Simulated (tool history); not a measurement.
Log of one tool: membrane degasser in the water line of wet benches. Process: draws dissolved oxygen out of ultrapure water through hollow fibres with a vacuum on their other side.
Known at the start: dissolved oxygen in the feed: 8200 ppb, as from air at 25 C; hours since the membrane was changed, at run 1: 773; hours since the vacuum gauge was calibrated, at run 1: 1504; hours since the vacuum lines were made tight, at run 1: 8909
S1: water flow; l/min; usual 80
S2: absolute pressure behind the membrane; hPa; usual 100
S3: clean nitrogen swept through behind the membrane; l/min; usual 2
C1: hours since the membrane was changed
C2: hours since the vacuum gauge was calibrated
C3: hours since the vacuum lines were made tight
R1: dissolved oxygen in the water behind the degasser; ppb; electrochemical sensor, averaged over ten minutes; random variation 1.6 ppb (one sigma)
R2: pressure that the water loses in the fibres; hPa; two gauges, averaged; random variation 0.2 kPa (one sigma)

run   hour   S1   S2    S3    C1    C2    C3      R1     R2
  1      0   80  100     2   773  1504  8909   529.6  462.1
  2   54.9   80  100  2.24   828  1559  8964   485.5  459.6
  3  102.3   80  100   5.3   875  1607  9011   235.1  460.8
  4  170.4   80  100  5.51   943  1675  9079   227.8  460.9
  5  208.2   80  100  5.51   981  1712  9117   226.8  459.5
  6  261.5   80  100  5.51  1035  1766  9170   229.1  459.9
  7  315.8   80  100  5.51  1089  1820  9225   228.1  457.4
  8  365.3   80  100  5.51  1138  1869  9274   229.1  457.1
  9  397.6   80  100     2  1171  1902  9307   528.2  455.9
 10  434.2   80   67     2  1207  1938  9343   284.2  458.9
 11  488.7   80   67     2  1262  1993  9398   285.8  459.1
 12  524.5   80   67     2  1297  2029  9433   284.2    461
 13  582.8   64   80     2  1356  2087  9492   321.4  368.9
 14  631.2  103   73  1.24  1404  2135  9540   558.1  589.8
 15  691.7  124  100  1.48  1465  2196  9601   895.8  712.9
 16  728.6  124  100  5.88  1502  2233  9638   324.9  715.1
 17  797.6  124  100  5.88  1571  2302  9707   325.8  714.1
 18  855.3   80  196  1.39  1628  2360  9764  1504.8  462.6
 19  920.9   80   83  1.39  1694  2425  9830   529.1  460.6

Measured less the same run without the tool's hidden state. The same run-to-run variation is in both; the gauge's scatter may not be:
The hidden state here: membrane still open, %; true pressure behind the membrane over the reading, kPa; air that leaks in behind the membrane, l/min; drift of the gauge itself on oxygen_ppb, %; drift of the gauge itself on loss_of_pressure_kpa, %.
run     R1    R2
  1     +7  +1.9
  2   +6.8    +2
  3   +3.8  +2.1
  4   +3.8  +2.2
  5   +3.8  +2.3
  6     +4  +2.3
  7     +4  +2.4
  8   +4.2  +2.6
  9   +8.4  +2.6
 10   +8.9  +2.7
 11   +9.2  +2.8
 12   +9.2  +2.9
 13     +8  +2.4
 14  +14.9    +4
 15  +14.3    +5
 16   +6.4  +5.1
 17   +6.6  +5.4
 18  +10.1  +3.5
 19    +13  +3.7
